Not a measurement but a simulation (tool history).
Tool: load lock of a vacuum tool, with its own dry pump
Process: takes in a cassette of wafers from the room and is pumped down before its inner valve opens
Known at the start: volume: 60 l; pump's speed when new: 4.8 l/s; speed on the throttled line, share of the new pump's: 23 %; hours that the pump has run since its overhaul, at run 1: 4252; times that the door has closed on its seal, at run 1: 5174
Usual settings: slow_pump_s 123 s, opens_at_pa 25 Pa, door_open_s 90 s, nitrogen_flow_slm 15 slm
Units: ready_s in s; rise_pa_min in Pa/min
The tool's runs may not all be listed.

run,day,slow_pump_s,opens_at_pa,door_open_s,nitrogen_flow_slm,hours that the pump has run since its overhaul,times that the door has closed on its seal,"incoming humidity of the room's air, %",ready_s,rise_pa_min
1,0,123,25,90,15,4252,5174,46.5,202.2,0.074
2,12.079,123,25,90,15,4542,6408,43.9,202.5,0.076
3,17.971,123,25,90,12,4683,7011,45.2,201.7,0.084
4,25.188,123,25,90,12,4857,7748,45.1,202.5,0.089
5,34.829,123,25,90,12,5088,8733,46.3,202.3,0.101
6,45.129,123,25,90,12,5335,9786,42.5,202.7,0.097
7,53.792,123,38,90,12,5543,10671,48.9,198.9,0.114
8,64.4,123,38,90,12,5798,11756,44.7,197.2,0.106
9,74.288,123,38,90,12,6035,12766,45.7,197.6,0.13
10,80.179,123,38,90,12,6176,13368,41.5,197.7,0.115
11,87.996,123,38,90,12,6364,14167,44.4,198.4,0.128
12,93.925,123,28,90,12,6506,14773,44.7,202.1,0.137
13,101.921,123,25,90,15,6698,15590,46.2,204.4,0.129
14,109.667,123,25,90,15,6884,16382,46.1,203.2,0.143
15,115.371,123,25,90,15,7021,16965,45,205.3,0.147
16,127.3,123,25,90,15,7307,18184,42.4,204.4,0.164
17,134.746,123,25,90,6,7486,18945,44.6,203.9,0.186
18,142.029,123,25,90,6,7661,19689,46.3,203.9,0.196
19,147.962,123,25,90,6,7803,20295,46.6,205.5,0.202
20,161.421,123,25,90,6,8126,21671,46.2,203.2,0.218
21,170.383,123,25,90,6,8341,22587,44.5,204,0.218
22,182.942,123,25,90,41,8643,23870,46.9,204.1,0.192
23,191.304,73,22,176,14,8843,24725,45.2,169.2,0.241
24,204.6,125,44,42,16,9162,26084,44.7,201.2,0.239
25,214.054,125,44,42,16,9389,27050,42.1,197.5,0.24
26,225.467,125,44,42,16,9663,28216,47.9,199.2,0.253
27,237.217,154,48,42,16,9945,29417,46.1,221.5,0.27
28,244.179,154,48,42,16,10112,30129,42.8,221.3,0.28
29,254.171,163,23,49,23,10352,31150,48.9,237.4,0.289
30,265.229,163,23,49,23,10618,32280,43.5,236.5,0.298
31,275.538,79,43,26,7,10865,33334,44.4,167,0.317
32,281.688,93,36,34,26,11013,33962,43.4,178.4,0.312
33,292.35,123,25,90,6,11269,35052,41.5,207.7,0.373
34,297.983,123,25,90,6,11404,35627,45.4,208,0.394
35,310.833,123,25,159,27,11712,36941,43.5,206.5,0.379
36,320.025,184,40,28,4,11933,37880,44.5,247.1,0.401
37,333.538,123,23,90,15,12257,39261,46.1,208.9,0.43

4 ways to go on from here, each from the tool as it stands after run 37. What would each give?
A,339.392,149,21,90,20,12398,39859,43.9,?,?
B,339.392,90,23,90,28,12398,39859,45.7,?,?
C,339.392,124,33,90,15,12398,39859,40.7,?,?
D,339.392,123,25,102,16,12398,39859,45.2,?,?

run,ready_s,rise_pa_min
A,230,0.426
B,185.5,0.425
C,203.2,0.423
D,207.8,0.429
Without the tool's hidden state the same runs would have given:
run,ready_s,rise_pa_min
A,221.9,0.037
B,175.9,0.034
C,195.1,0.038
D,199.2,0.046
